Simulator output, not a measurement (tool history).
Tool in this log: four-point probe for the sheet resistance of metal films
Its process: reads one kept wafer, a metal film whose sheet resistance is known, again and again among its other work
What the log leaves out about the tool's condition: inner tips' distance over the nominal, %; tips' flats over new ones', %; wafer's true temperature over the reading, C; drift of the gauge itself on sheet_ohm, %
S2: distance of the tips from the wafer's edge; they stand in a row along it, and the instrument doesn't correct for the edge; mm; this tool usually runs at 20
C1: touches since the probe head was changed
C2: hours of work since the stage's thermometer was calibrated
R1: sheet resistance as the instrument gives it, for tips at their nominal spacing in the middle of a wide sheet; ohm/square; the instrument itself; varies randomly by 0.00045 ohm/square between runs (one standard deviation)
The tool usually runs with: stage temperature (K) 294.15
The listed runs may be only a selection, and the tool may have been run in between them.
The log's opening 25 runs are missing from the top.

{"run": 26, "hour": 369.6, "stage temperature (K)": 306.15, "S2": 13, "C1": 31612, "C2": 303, "R1": 2.311152}
{"run": 27, "hour": 389.1, "stage temperature (K)": 296.15, "S2": 20, "C1": 32136, "C2": 316, "R1": 2.28529}
{"run": 28, "hour": 403.4, "stage temperature (K)": 295.15, "S2": 20, "C1": 32518, "C2": 325, "R1": 2.282872}
{"run": 29, "hour": 412.1, "stage temperature (K)": 295.15, "S2": 20, "C1": 32751, "C2": 330, "R1": 2.281411}
{"run": 30, "hour": 431.1, "stage temperature (K)": 291.15, "S2": 26, "C1": 33261, "C2": 343, "R1": 2.270911}
{"run": 31, "hour": 439.5, "stage temperature (K)": 291.15, "S2": 26, "C1": 33487, "C2": 348, "R1": 2.271322}
{"run": 32, "hour": 452.0, "stage temperature (K)": 300.15, "S2": 17, "C1": 33824, "C2": 356, "R1": 2.294223}
{"run": 33, "hour": 467.1, "stage temperature (K)": 292.15, "S2": 23, "C1": 34229, "C2": 366, "R1": 2.27458}
{"run": 34, "hour": 480.3, "stage temperature (K)": 303.15, "S2": 6, "C1": 34583, "C2": 375, "R1": 2.314574}
{"run": 35, "hour": 489.8, "stage temperature (K)": 293.15, "S2": 11, "C1": 34838, "C2": 381, "R1": 2.279863}
{"run": 36, "hour": 500.7, "stage temperature (K)": 300.15, "S2": 4, "C1": 35130, "C2": 388, "R1": 2.324897}
{"run": 37, "hour": 512.0, "stage temperature (K)": 292.15, "S2": 35, "C1": 35433, "C2": 395, "R1": 2.274574}
{"run": 38, "hour": 525.8, "stage temperature (K)": 291.15, "S2": 4, "C1": 35805, "C2": 404, "R1": 2.301814}
{"run": 39, "hour": 541.7, "stage temperature (K)": 307.15, "S2": 46, "C1": 36230, "C2": 414, "R1": 2.310409}
{"run": 40, "hour": 550.8, "stage temperature (K)": 305.15, "S2": 46, "C1": 36476, "C2": 420, "R1": 2.305884}
{"run": 41, "hour": 559.7, "stage temperature (K)": 305.15, "S2": 46, "C1": 36714, "C2": 426, "R1": 2.30648}
{"run": 42, "hour": 568.1, "stage temperature (K)": 301.15, "S2": 8, "C1": 36941, "C2": 431, "R1": 2.30501}
{"run": 43, "hour": 585.9, "stage temperature (K)": 294.15, "S2": 64, "C1": 37416, "C2": 443, "R1": 2.278848}
{"run": 44, "hour": 598.7, "stage temperature (K)": 294.15, "S2": 64, "C1": 37762, "C2": 451, "R1": 2.27957}
{"run": 45, "hour": 608.6, "stage temperature (K)": 301.15, "S2": 20, "C1": 38026, "C2": 457, "R1": 2.297753}

Below are 3 alternative next runs, each starting from the tool's condition after run 45. Predict each:
{"run": "A", "hour": 621.8, "stage temperature (K)": 292.15, "S2": 20, "C1": 38382, "C2": 466, "R1": "?"}
{"run": "B", "hour": 621.8, "stage temperature (K)": 294.15, "S2": 20, "C1": 38382, "C2": 466, "R1": "?"}
{"run": "C", "hour": 621.8, "stage temperature (K)": 295.15, "S2": 20, "C1": 38382, "C2": 466, "R1": "?"}

run=A R1=2.275753
run=B R1=2.280601
run=C R1=2.282823
Take away the tool's hidden state, keep each run's random variation, and the runs would have read:
run=A R1=2.263412
run=B R1=2.268227
run=C R1=2.270433

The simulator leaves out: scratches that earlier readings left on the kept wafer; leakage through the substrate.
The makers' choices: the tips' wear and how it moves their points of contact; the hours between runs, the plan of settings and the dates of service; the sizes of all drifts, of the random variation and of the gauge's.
